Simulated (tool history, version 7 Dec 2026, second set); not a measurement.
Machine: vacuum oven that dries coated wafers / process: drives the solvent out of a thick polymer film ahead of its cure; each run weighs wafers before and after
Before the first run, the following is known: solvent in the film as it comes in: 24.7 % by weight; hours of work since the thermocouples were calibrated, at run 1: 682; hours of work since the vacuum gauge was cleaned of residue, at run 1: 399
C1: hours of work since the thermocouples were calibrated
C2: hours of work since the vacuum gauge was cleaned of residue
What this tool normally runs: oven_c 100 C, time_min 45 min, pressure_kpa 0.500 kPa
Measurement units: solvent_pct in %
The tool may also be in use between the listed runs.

{"run": 1, "hour": 0.0, "oven_c": 100, "time_min": 45, "pressure_kpa": 0.5, "C1": 682, "C2": 399, "solvent_pct": 3.98}
{"run": 2, "hour": 45.5, "oven_c": 100, "time_min": 45, "pressure_kpa": 0.5, "C1": 707, "C2": 424, "solvent_pct": 4.13}
{"run": 3, "hour": 83.4, "oven_c": 100, "time_min": 45, "pressure_kpa": 0.5, "C1": 728, "C2": 445, "solvent_pct": 4.0}
{"run": 4, "hour": 121.1, "oven_c": 102, "time_min": 45, "pressure_kpa": 0.5, "C1": 748, "C2": 465, "solvent_pct": 3.16}
{"run": 5, "hour": 163.5, "oven_c": 102, "time_min": 45, "pressure_kpa": 0.5, "C1": 772, "C2": 489, "solvent_pct": 3.21}
{"run": 6, "hour": 197.5, "oven_c": 100, "time_min": 25, "pressure_kpa": 0.5, "C1": 790, "C2": 507, "solvent_pct": 7.95}
{"run": 7, "hour": 246.2, "oven_c": 100, "time_min": 25, "pressure_kpa": 0.5, "C1": 817, "C2": 534, "solvent_pct": 7.87}
{"hour": 265.2, "done": "oven's thermocouples calibrated"}
{"run": 8, "hour": 289.1, "oven_c": 100, "time_min": 25, "pressure_kpa": 0.336, "C1": 13, "C2": 556, "solvent_pct": 8.01}
{"run": 9, "hour": 338.9, "oven_c": 109, "time_min": 25, "pressure_kpa": 0.336, "C1": 40, "C2": 583, "solvent_pct": 3.52}
{"run": 10, "hour": 390.1, "oven_c": 109, "time_min": 25, "pressure_kpa": 0.336, "C1": 68, "C2": 611, "solvent_pct": 3.71}
{"run": 11, "hour": 414.1, "oven_c": 109, "time_min": 25, "pressure_kpa": 0.336, "C1": 81, "C2": 624, "solvent_pct": 3.68}
{"run": 12, "hour": 457.4, "oven_c": 100, "time_min": 45, "pressure_kpa": 0.5, "C1": 105, "C2": 648, "solvent_pct": 4.28}
{"run": 13, "hour": 506.6, "oven_c": 100, "time_min": 45, "pressure_kpa": 0.5, "C1": 132, "C2": 675, "solvent_pct": 4.21}
{"run": 14, "hour": 559.0, "oven_c": 100, "time_min": 45, "pressure_kpa": 0.5, "C1": 160, "C2": 703, "solvent_pct": 4.33}
{"run": 15, "hour": 588.1, "oven_c": 100, "time_min": 45, "pressure_kpa": 0.5, "C1": 176, "C2": 719, "solvent_pct": 4.26}
{"run": 16, "hour": 644.2, "oven_c": 100, "time_min": 45, "pressure_kpa": 0.5, "C1": 207, "C2": 750, "solvent_pct": 4.25}
{"run": 17, "hour": 678.3, "oven_c": 100, "time_min": 45, "pressure_kpa": 0.5, "C1": 226, "C2": 769, "solvent_pct": 4.2}
{"run": 18, "hour": 718.9, "oven_c": 100, "time_min": 45, "pressure_kpa": 0.5, "C1": 248, "C2": 791, "solvent_pct": 4.3}
{"run": 19, "hour": 749.0, "oven_c": 100, "time_min": 45, "pressure_kpa": 0.5, "C1": 264, "C2": 807, "solvent_pct": 4.17}
{"run": 20, "hour": 780.2, "oven_c": 100, "time_min": 45, "pressure_kpa": 0.5, "C1": 281, "C2": 824, "solvent_pct": 4.21}
{"run": 21, "hour": 822.2, "oven_c": 100, "time_min": 45, "pressure_kpa": 0.5, "C1": 304, "C2": 847, "solvent_pct": 4.11}
{"run": 22, "hour": 849.9, "oven_c": 100, "time_min": 45, "pressure_kpa": 0.5, "C1": 319, "C2": 862, "solvent_pct": 4.2}
{"run": 23, "hour": 889.9, "oven_c": 104, "time_min": 28, "pressure_kpa": 0.76, "C1": 341, "C2": 884, "solvent_pct": 5.59}
{"run": 24, "hour": 938.9, "oven_c": 105, "time_min": 45, "pressure_kpa": 0.5, "C1": 368, "C2": 911, "solvent_pct": 2.34}
{"run": 25, "hour": 963.5, "oven_c": 90, "time_min": 45, "pressure_kpa": 0.5, "C1": 381, "C2": 924, "solvent_pct": 9.38}
{"run": 26, "hour": 994.1, "oven_c": 100, "time_min": 75, "pressure_kpa": 0.5, "C1": 398, "C2": 941, "solvent_pct": 1.89}
{"run": 27, "hour": 1034.2, "oven_c": 88, "time_min": 45, "pressure_kpa": 0.387, "C1": 420, "C2": 963, "solvent_pct": 10.41}
{"run": 28, "hour": 1085.8, "oven_c": 88, "time_min": 45, "pressure_kpa": 0.387, "C1": 448, "C2": 991, "solvent_pct": 10.4}
{"run": 29, "hour": 1110.9, "oven_c": 88, "time_min": 45, "pressure_kpa": 0.387, "C1": 462, "C2": 1005, "solvent_pct": 10.21}
{"run": 30, "hour": 1156.0, "oven_c": 100, "time_min": 74, "pressure_kpa": 0.5, "C1": 486, "C2": 1030, "solvent_pct": 2.02}
{"run": 31, "hour": 1180.5, "oven_c": 100, "time_min": 74, "pressure_kpa": 0.5, "C1": 500, "C2": 1043, "solvent_pct": 1.99}
{"run": 32, "hour": 1226.3, "oven_c": 100, "time_min": 74, "pressure_kpa": 0.5, "C1": 525, "C2": 1068, "solvent_pct": 2.11}
{"run": 33, "hour": 1253.8, "oven_c": 92, "time_min": 32, "pressure_kpa": 0.324, "C1": 540, "C2": 1083, "solvent_pct": 10.55}
{"run": 34, "hour": 1307.4, "oven_c": 100, "time_min": 27, "pressure_kpa": 0.601, "C1": 569, "C2": 1112, "solvent_pct": 7.49}
{"run": 35, "hour": 1331.4, "oven_c": 95, "time_min": 76, "pressure_kpa": 0.5, "C1": 582, "C2": 1125, "solvent_pct": 3.51}

Branching from run 35: 3 alternative next runs. What would each branch give?
{"run": "A", "hour": 1362.2, "oven_c": 95, "time_min": 22, "pressure_kpa": 1.72, "C1": 599, "C2": 1142, "solvent_pct": "?"}
{"run": "B", "hour": 1362.2, "oven_c": 100, "time_min": 45, "pressure_kpa": 0.36, "C1": 599, "C2": 1142, "solvent_pct": "?"}
{"run": "C", "hour": 1362.2, "oven_c": 108, "time_min": 24, "pressure_kpa": 1.535, "C1": 599, "C2": 1142, "solvent_pct": "?"}

run=A solvent_pct=12.68
run=B solvent_pct=3.84
run=C solvent_pct=5.37
Take away the tool's hidden state, keep each run's random variation, and the runs would have read:
run=A solvent_pct=12.87
run=B solvent_pct=3.92
run=C solvent_pct=5.53
